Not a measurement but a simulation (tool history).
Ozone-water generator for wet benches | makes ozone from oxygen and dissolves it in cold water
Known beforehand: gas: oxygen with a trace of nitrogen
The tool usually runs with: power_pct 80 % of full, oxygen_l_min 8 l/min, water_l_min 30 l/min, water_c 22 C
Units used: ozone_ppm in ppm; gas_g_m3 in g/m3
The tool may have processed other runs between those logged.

run 1 hour=0 | power_pct=80 oxygen_l_min=8 water_l_min=30 water_c=22 | ozone_ppm=22.9 gas_g_m3=210
run 2 hour=102.5 | power_pct=80 oxygen_l_min=5.6 water_l_min=30 water_c=22 | ozone_ppm=21.4 gas_g_m3=243.1
run 3 hour=214.1 | power_pct=80 oxygen_l_min=8 water_l_min=28 water_c=22 | ozone_ppm=23.4 gas_g_m3=210
run 4 hour=275.8 | power_pct=80 oxygen_l_min=8 water_l_min=28 water_c=22 | ozone_ppm=23.4 gas_g_m3=210.1
run 5 hour=334.1 | power_pct=53 oxygen_l_min=8 water_l_min=30 water_c=22 | ozone_ppm=15.9 gas_g_m3=148.5
run 6 hour=412.2 | power_pct=80 oxygen_l_min=8 water_l_min=30 water_c=22 | ozone_ppm=22.6 gas_g_m3=209.2
run 7 hour=504.5 | power_pct=80 oxygen_l_min=8 water_l_min=30 water_c=22 | ozone_ppm=22.1 gas_g_m3=208.2
run 8 hour=611.5 | power_pct=80 oxygen_l_min=8 water_l_min=30 water_c=22 | ozone_ppm=22.3 gas_g_m3=210.1
run 9 hour=693.5 | power_pct=80 oxygen_l_min=8 water_l_min=30 water_c=22 | ozone_ppm=22.2 gas_g_m3=209
run 10 hour=743.5 | power_pct=80 oxygen_l_min=8 water_l_min=30 water_c=22 | ozone_ppm=22.2 gas_g_m3=209.8
run 11 hour=842.9 | power_pct=80 oxygen_l_min=8 water_l_min=30 water_c=22 | ozone_ppm=22.4 gas_g_m3=207.7
run 12 hour=896.3 | power_pct=80 oxygen_l_min=8 water_l_min=30 water_c=22 | ozone_ppm=22.3 gas_g_m3=207.3
run 13 hour=1004.3 | power_pct=80 oxygen_l_min=8 water_l_min=30 water_c=22 | ozone_ppm=22 gas_g_m3=209.3
run 14 hour=1118.1 | power_pct=80 oxygen_l_min=11.23 water_l_min=30 water_c=22 | ozone_ppm=22.5 gas_g_m3=181
run 15 hour=1207.5 | power_pct=80 oxygen_l_min=11.23 water_l_min=30 water_c=22 | ozone_ppm=22.7 gas_g_m3=182.5
-- hour=1215.7 water thermometer calibrated
run 16 hour=1304 | power_pct=80 oxygen_l_min=11.23 water_l_min=30 water_c=22 | ozone_ppm=22.8 gas_g_m3=180.4
run 17 hour=1357.8 | power_pct=80 oxygen_l_min=11.23 water_l_min=30 water_c=22 | ozone_ppm=22.6 gas_g_m3=179.6
run 18 hour=1459.2 | power_pct=80 oxygen_l_min=11.23 water_l_min=30 water_c=22 | ozone_ppm=22.4 gas_g_m3=180.5
run 19 hour=1538.9 | power_pct=83 oxygen_l_min=12.51 water_l_min=41 water_c=18 | ozone_ppm=20.8 gas_g_m3=175.9
-- hour=1588.2 water thermometer calibrated, once more
run 20 hour=1597.6 | power_pct=83 oxygen_l_min=12.51 water_l_min=41 water_c=18 | ozone_ppm=20.4 gas_g_m3=177.5
run 21 hour=1684.7 | power_pct=80 oxygen_l_min=8 water_l_min=40 water_c=22 | ozone_ppm=17.9 gas_g_m3=205.2
run 22 hour=1804.5 | power_pct=91 oxygen_l_min=13.79 water_l_min=40 water_c=22 | ozone_ppm=21.3 gas_g_m3=184.3
run 23 hour=1918.1 | power_pct=50 oxygen_l_min=6.38 water_l_min=30 water_c=22 | ozone_ppm=14.2 gas_g_m3=151.7
run 24 hour=2017.3 | power_pct=97 oxygen_l_min=4.26 water_l_min=35 water_c=27 | ozone_ppm=18.8 gas_g_m3=303.7
run 25 hour=2086.4 | power_pct=97 oxygen_l_min=4.26 water_l_min=35 water_c=27 | ozone_ppm=18.5 gas_g_m3=304.3
run 26 hour=2173.8 | power_pct=80 oxygen_l_min=9.36 water_l_min=30 water_c=22 | ozone_ppm=22.1 gas_g_m3=190.5
run 27 hour=2273.6 | power_pct=80 oxygen_l_min=8 water_l_min=25 water_c=26 | ozone_ppm=22.6 gas_g_m3=201.5
run 28 hour=2361.6 | power_pct=80 oxygen_l_min=11.44 water_l_min=36 water_c=26 | ozone_ppm=18.5 gas_g_m3=172.9
run 29 hour=2451.8 | power_pct=80 oxygen_l_min=11.44 water_l_min=36 water_c=26 | ozone_ppm=18.4 gas_g_m3=175.3
run 30 hour=2546.5 | power_pct=80 oxygen_l_min=11.44 water_l_min=27 water_c=15 | ozone_ppm=26.8 gas_g_m3=177.6
run 31 hour=2613.6 | power_pct=80 oxygen_l_min=11.44 water_l_min=27 water_c=15 | ozone_ppm=26.7 gas_g_m3=174.7
run 32 hour=2675.5 | power_pct=90 oxygen_l_min=10.06 water_l_min=30 water_c=22 | ozone_ppm=24.3 gas_g_m3=200.3
run 33 hour=2780.7 | power_pct=50 oxygen_l_min=8 water_l_min=33 water_c=22 | ozone_ppm=13.8 gas_g_m3=137.3
run 34 hour=2893.5 | power_pct=42 oxygen_l_min=4.44 water_l_min=45 water_c=25 | ozone_ppm=7.8 gas_g_m3=149.7

Alternative continuations, all from the tool just after run 34; predict every row:
run A hour=2976.2 | power_pct=80 oxygen_l_min=4.06 water_l_min=33 water_c=27 | ozone_ppm=? gas_g_m3=?
run B hour=2976.2 | power_pct=84 oxygen_l_min=8 water_l_min=30 water_c=22 | ozone_ppm=? gas_g_m3=?
run C hour=2976.2 | power_pct=63 oxygen_l_min=4.44 water_l_min=45 water_c=25 | ozone_ppm=? gas_g_m3=?

run=A ozone_ppm=16.3 gas_g_m3=259.5
run=B ozone_ppm=22 gas_g_m3=208.1
run=C ozone_ppm=10.8 gas_g_m3=207.9
Had the tool no hidden state, the same runs would have come out as:
run=A ozone_ppm=17.9 gas_g_m3=276.2
run=B ozone_ppm=24.2 gas_g_m3=222
run=C ozone_ppm=11.7 gas_g_m3=218.9
